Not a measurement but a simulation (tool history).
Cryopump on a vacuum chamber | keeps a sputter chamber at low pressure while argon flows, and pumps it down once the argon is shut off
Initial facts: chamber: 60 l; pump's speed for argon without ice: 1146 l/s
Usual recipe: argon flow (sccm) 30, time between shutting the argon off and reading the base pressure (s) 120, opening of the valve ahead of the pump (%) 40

run   hour  argon flow (sccm)  time between shutting the argon off and reading the base pressure (s)  opening of the valve ahead of the pump (%)  pressure while argon flows (Pa)  pressure after the wait (uPa)
  1      0                 30                                                                    120                                          40                           0.1138                           1.25
  2   11.4                 12                                                                    120                                          40                           0.0457                            1.3
  3   33.2                 30                                                                    120                                          40                            0.115                           1.29
  4   43.8                 30                                                                    120                                          40                           0.1146                           1.28
  5   58.9                 40                                                                    120                                          40                           0.1526                           1.28
  6   74.6                 40                                                                    120                                          40                           0.1539                           1.31
  7   90.1                 30                                                                    120                                          40                           0.1144                           1.39
  8    102                 30                                                                    120                                          40                           0.1143                            1.3
  9  120.9                 30                                                                    120                                          59                           0.0797                           1.37
 10  140.7                 30                                                                    120                                          59                           0.0797                           1.34
 11    163                 36                                                                     30                                          40                           0.1393                           2.98
 12  183.2                 36                                                                     30                                          40                           0.1399                           2.98
 13  200.6                 36                                                                     30                                          40                           0.1397                              3

Each row is a separate what-if for the run after 13, all from the same tool condition, not one after another. Results?
  A   210                 31                                                                    120                                          40                                ?                              ?
  B   210                 14                                                                     48                                          35                                ?                              ?
  C   210                 32                                                                     48                                          16                                ?                              ?

run  pressure while argon flows (Pa)  pressure after the wait (uPa)
  A                           0.1207                           1.41
  B                           0.0608                           2.11
  C                           0.2998                           2.19
The same runs, with their run-to-run variation unchanged, on a tool lacking any hidden condition would have given:
run  pressure while argon flows (Pa)  pressure after the wait (uPa)
  A                           0.1146                           0.79
  B                            0.058                           1.51
  C                           0.2935                           1.58

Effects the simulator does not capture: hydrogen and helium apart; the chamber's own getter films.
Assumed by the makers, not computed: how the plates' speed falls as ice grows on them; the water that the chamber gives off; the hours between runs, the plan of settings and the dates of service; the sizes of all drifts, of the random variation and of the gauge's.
